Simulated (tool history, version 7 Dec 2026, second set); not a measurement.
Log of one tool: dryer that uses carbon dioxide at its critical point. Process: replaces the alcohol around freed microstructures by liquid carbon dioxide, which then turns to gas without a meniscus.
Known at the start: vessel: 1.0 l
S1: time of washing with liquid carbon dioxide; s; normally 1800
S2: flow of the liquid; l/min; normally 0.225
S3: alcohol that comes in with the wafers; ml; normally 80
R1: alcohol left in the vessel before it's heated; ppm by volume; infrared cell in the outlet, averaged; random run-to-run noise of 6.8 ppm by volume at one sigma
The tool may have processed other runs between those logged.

run   hour    S1     S2   S3    R1
  1    0.0  1800  0.225   80   507
  2    6.3  1800  0.225   80   522
  3   15.1  1800  0.225   80   520
  4   20.9  1800  0.225   80   525
  5   26.9  1920  0.225   80   391
  6   33.1  1800  0.178   80  1486
  7   40.9  1800  0.369   80    79
  8   48.8  1800  0.225   82   539
  9   59.3  1800  0.225   82   562
 10   68.9  1800  0.225   82   557
 11   73.9  1800  0.225   82   550
 12   79.3  1800  0.225   25   220
 13   84.8  1800  0.225   46   366
 14   92.2  1800  0.225   80   572
 15  102.2  1800  0.225   80   586
 16  109.0  1800  0.225   96   687
 17  115.9  1800  0.225   96   676
 18  122.5  1800  0.225   96   669
 19  128.4  1800  0.225   96   695
 20  138.2  1800  0.162   80  2362
 21  146.8  1800  0.162   80  2301
 22  154.1  1800  0.225   80   585
 23  159.7  1800  0.225   80   609
 24  166.9  2520  0.218   23   104
 25  176.1  1800  0.179   32   715
 26  181.6  2280  0.186   80   525
 27  186.6  2280  0.186   80   526
 28  196.2  1440  0.278   80   609
 29  201.7  1260  0.225   80  2562
 30  210.8  1260  0.225   43  1413
 31  216.6  1800  0.142   80  3828
 32  225.6  1800  0.164   22   719
 33  233.9  2220  0.335  104   104
     235.3  -- inlet filter changed
 34  244.2  1440  0.335   38   127
 35  250.1  1440  0.335   38   136
 36  254.9  1800  0.271   47   151
 37  262.0  2760  0.171  106   281
 38  272.4  2760  0.171  106   289
 39  282.0  2040  0.225  111   315
 40  290.1  1800  0.161   74  1595
 41  295.7  2640  0.161   25   180
 42  300.0  2640  0.161   30   206
 43  310.3  1680  0.160   59  1714
 44  316.0  1200  0.160  106  8089
 45  323.4  2340  0.358   47   104
 46  327.9  2340  0.358   47   103

How would selected steps in R1 from run to run divide? Give the signed amount a tool lacking its hidden state would still show from settings, what came in and random variation, and the signed amount left for the hidden state, including any gauge scatter that is not in both of the compared results.
Hidden state at play: flow that reaches the vessel past the clogged filter, %; alcohol in the recycled carbon dioxide, ppm; drift of the gauge itself on alcohol_ppm, %.
Run 28 -> 29: S1 1440 -> 1260, S2 0.278 -> 0.225. R1 +1953 ppm by volume: hidden state +604, all else +1349.
Run 30 -> 31: S1 1260 -> 1800, S2 0.225 -> 0.142, S3 43 -> 80. R1 +2415 ppm by volume: hidden state +699, all else +1716.
Run 31 -> 32: S2 0.142 -> 0.164, S3 80 -> 22. R1 -3109 ppm by volume: hidden state -926, all else -2183.
Run 43 -> 44: S1 1680 -> 1200, S3 59 -> 106. R1 +6375 ppm by volume: hidden state +179, all else +6196.
Run 44 -> 45: S1 1200 -> 2340, S2 0.160 -> 0.358, S3 106 -> 47. R1 -7985 ppm by volume: hidden state -239, all else -7746.
